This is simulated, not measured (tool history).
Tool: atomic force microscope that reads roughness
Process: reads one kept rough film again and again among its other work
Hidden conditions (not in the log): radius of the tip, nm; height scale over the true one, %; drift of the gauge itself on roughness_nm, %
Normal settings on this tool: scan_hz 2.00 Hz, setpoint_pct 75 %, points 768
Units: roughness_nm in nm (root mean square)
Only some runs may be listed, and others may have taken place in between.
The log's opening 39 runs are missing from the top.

run,day,scan_hz,setpoint_pct,points,pictures with this tip,hours of work since the height scale was calibrated,roughness_nm
40,15.496,2.00,56,768,52,473,1.033
41,15.729,1.25,75,768,58,477,1.012
42,15.954,1.25,75,768,65,481,1.013
43,16.367,3.16,63,768,77,487,1.006
44,16.683,1.21,57,559,86,492,1.057
45,17.158,0.71,76,518,100,500,1.029
46,17.633,0.71,76,518,114,507,1.024
47,17.908,1.20,68,290,122,512,1.024
48,18.275,1.36,64,768,133,517,1.036
49,18.629,1.92,66,804,143,523,1.026
50,18.867,1.92,66,804,150,527,1.013
51,19.133,1.92,84,375,158,531,0.954
52,19.388,0.51,74,768,165,535,1.051

5 ways to go on from here, each from the tool as it stands after run 52. What would each give?
A,19.925,1.01,74,988,181,544,?
B,19.925,2.00,86,768,181,544,?
C,19.925,3.97,75,842,181,544,?
D,19.925,2.08,65,328,181,544,?
E,19.925,0.51,79,821,181,544,?

run,roughness_nm
A,1.027
B,0.951
C,0.929
D,1.011
E,1.039
The same runs, with their run-to-run variation unchanged, on a tool lacking any hidden condition would have given:
run,roughness_nm
A,1.029
B,0.953
C,0.931
D,1.014
E,1.042
